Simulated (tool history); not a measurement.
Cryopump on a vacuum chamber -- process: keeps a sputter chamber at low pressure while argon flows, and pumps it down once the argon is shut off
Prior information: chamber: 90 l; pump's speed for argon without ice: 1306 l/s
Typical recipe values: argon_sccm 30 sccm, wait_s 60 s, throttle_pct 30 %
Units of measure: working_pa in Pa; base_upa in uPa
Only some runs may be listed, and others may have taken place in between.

run     day  argon_sccm  wait_s  throttle_pct  working_pa  base_upa
  1       0          30      60            30      0.1375      1.81
  2   0.996          30      60            30      0.1356      1.77
  3   1.804          30      60            30       0.136      1.87
  4   2.858          30      60            30      0.1361       1.8
  5    3.85          30      60            30      0.1375      1.83
  6     4.5          30      60            30      0.1354      1.77
  7   5.588          30      60            30       0.137      1.79
  8   7.054          30      60            30      0.1381      1.86
  9   7.738          17      60            30      0.0782      1.89
 10   9.104          17      60            30      0.0779      1.92
 11  10.588          38      60            30       0.176      1.92
 12  11.246          38      60            30      0.1754      2.01
 13  11.962          30     119            30      0.1388      1.35
 14  13.192          30     119            30      0.1395      1.32
 15  14.008          30     119            30      0.1407      1.35
 16   14.95          27      60            30      0.1249      1.96
 17  15.783          39      60            30      0.1804      1.94
 18  17.171          39      60            30      0.1809      2.02
 19  18.271          57     145            60      0.1434      1.35
 20  19.462          21      36            19      0.1518      2.91
 21  20.158          15      52            55      0.0406      2.29
 22  21.525          15      52            55      0.0407      2.34
 23  22.333          15      21            55      0.0409      4.57
 24    23.1          15      21            55      0.0411      4.47
 25  24.242          15      21            55      0.0411      4.57
 26  25.621          30     172            38       0.113      1.38
 27  26.404          42     235            29      0.2053      1.29
 28  27.904          42     235            29      0.2071      1.29
 29  29.271          42     235            29      0.2044      1.32
 30  30.562          42     235            29      0.2068      1.33
     31.412  -- pump warmed up, emptied and cooled again
 31  31.517          15      33            30      0.0641      3.14
 32  32.871          15     130            30      0.0644       1.4
 33   33.55          13      64            55      0.0308      1.98
 34  34.258          19      32            30      0.0825      3.19
 35  35.108          19      32            30       0.083      3.15

Predict each of these 3 candidate next runs independently; none follows another, all start after run 35:
  A  36.408          28     196            55           ?         ?
  B  36.408          19     160            30           ?         ?
  C  36.408          29     195            18           ?         ?

run  working_pa  base_upa
  A      0.0666      1.25
  B      0.0828      1.32
  C      0.2091      1.18
Take away the tool's hidden state, keep each run's random variation, and the runs would have read:
run  working_pa  base_upa
  A      0.0654      0.62
  B      0.0821      0.71
  C      0.2079      0.58
